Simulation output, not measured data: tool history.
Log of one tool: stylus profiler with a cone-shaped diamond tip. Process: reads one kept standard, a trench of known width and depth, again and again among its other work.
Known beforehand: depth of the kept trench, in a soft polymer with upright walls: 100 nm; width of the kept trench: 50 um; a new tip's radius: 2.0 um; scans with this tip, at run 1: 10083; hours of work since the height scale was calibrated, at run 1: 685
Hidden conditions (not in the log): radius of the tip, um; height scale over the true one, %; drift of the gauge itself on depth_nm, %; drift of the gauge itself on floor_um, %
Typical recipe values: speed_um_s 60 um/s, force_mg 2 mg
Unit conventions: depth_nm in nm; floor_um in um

run	hour	speed_um_s	force_mg	scans with this tip	hours of work since the height scale was calibrated	depth_nm	floor_um
1	0	60	2	10083	685	100.52	48.62
2	49.4	60	2	10657	724	100.54	48.64
3	101	60	2	11256	764	100.5	48.58
4	200.6	60	2.27	12413	843	100.58	48.62
5	251	84	2	12999	883	100.54	48.57
6	298.4	84	2	13549	920	100.54	48.58
7	398.9	84	2	14716	999	100.57	48.54
8	506.2	25	2	15962	1084	100.53	48.73
9	616.6	206	2	17245	1171	100.49	48.33
10	677.1	206	2	17947	1219	100.51	48.37
11	736.3	206	2	18635	1266	100.55	48.39
12	827	206	2	19688	1337	100.51	48.28
13	923.4	60	2	20807	1413	100.51	48.59
14	996	60	2	21651	1470	100.5	48.64
15	1078.6	60	2	22610	1536	100.53	48.61
16	1132.5	60	2	23236	1578	100.53	48.53
17	1200.3	60	2	24024	1632	100.59	48.61
18	1292	119	2	25089	1704	100.52	48.48
19	1347.4	119	2	25732	1748	100.54	48.5
20	1428.5	119	2	26674	1812	100.54	48.53
21	1477.1	119	2	27239	1850	100.5	48.53
22	1585.1	119	2	28493	1935	100.54	48.38
23	1669.2	55	2.34	29469	2001	100.59	48.61
24	1780.9	53	2.81	30767	2090	100.57	48.66
25	1877.2	39	2.81	31885	2165	100.68	48.65
26	1936.6	30	2	32575	2212	100.55	48.62
27	1983.5	15	0.74	33120	2249	100.19	48.64
# hour 2025.1: height scale calibrated on a step standard
28	2072.8	164	3.68	34152	38	100.8	48.51

Expected results for the next run?
29	2184.6	164	3.68	35450	126	?	?

{"run 29": {"depth_nm": 100.83, "floor_um": 48.49}}
On a tool with no hidden condition, and with the same random variation, this run would have come out at depth_nm 100.83 nm, floor_um 48.52 um.
